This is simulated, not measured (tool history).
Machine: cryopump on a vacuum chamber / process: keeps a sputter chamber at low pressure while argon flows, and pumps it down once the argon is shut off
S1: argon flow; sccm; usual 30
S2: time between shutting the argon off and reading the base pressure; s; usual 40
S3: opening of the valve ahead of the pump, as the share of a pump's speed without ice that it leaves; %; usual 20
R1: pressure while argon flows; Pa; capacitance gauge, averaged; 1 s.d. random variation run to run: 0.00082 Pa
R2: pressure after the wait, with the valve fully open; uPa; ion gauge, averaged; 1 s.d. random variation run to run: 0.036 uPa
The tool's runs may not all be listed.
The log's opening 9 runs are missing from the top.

run    hour  S1   S2  S3      R1    R2
 10   306.4  30   59  18  0.1891  1.82
 11     327  30  182  20  0.1724  0.99
 12   362.2  30   78  20  0.1735  1.54
      378.7  -- pump warmed up, emptied and cooled again
 13   389.4  30  270  20  0.1637  0.79
 14   412.5  30  270  20  0.1641  0.79
 15   453.5  30  270  20  0.1643   0.8
 16   495.9  30  270  20  0.1662  0.92
 17   530.1  30  270  20  0.1669  0.86
 18   560.3  26  270  17  0.1702  0.92
 19   603.9  16  114  37  0.0496   1.3
 20     647  23   40  23  0.1128  2.53
 21   689.1  51   21  20  0.2899  4.22
 22   727.6  55   40  24   0.268   2.6
      754.8  -- pump warmed up, emptied and cooled again
 23     756  55   40  24  0.2499  2.38
 24   799.7  55   40  24  0.2505  2.54
 25   835.4  55   40  24  0.2519  2.58
 26   856.1  55  119  46  0.1334  1.42
 27   899.2  30  109  20  0.1648  1.47
 28   928.2  30   85  18  0.1851  1.67
 29   970.2  22   60  32  0.0798  2.07
 30  1005.3  30   40  42  0.0842  2.75
 31  1054.7  29   21  20   0.164  4.47
 32  1078.4  29   21  20  0.1645  4.35

Run 33, settings as shown, results not yet in. Your forecast:
 33  1102.9  29  21  20   ?   ?

R1: 0.1678 Pa
R2: 4.5 uPa
The same run, on a tool lacking any hidden state, would have yielded R1 0.1579 Pa, R2 3.6 uPa.
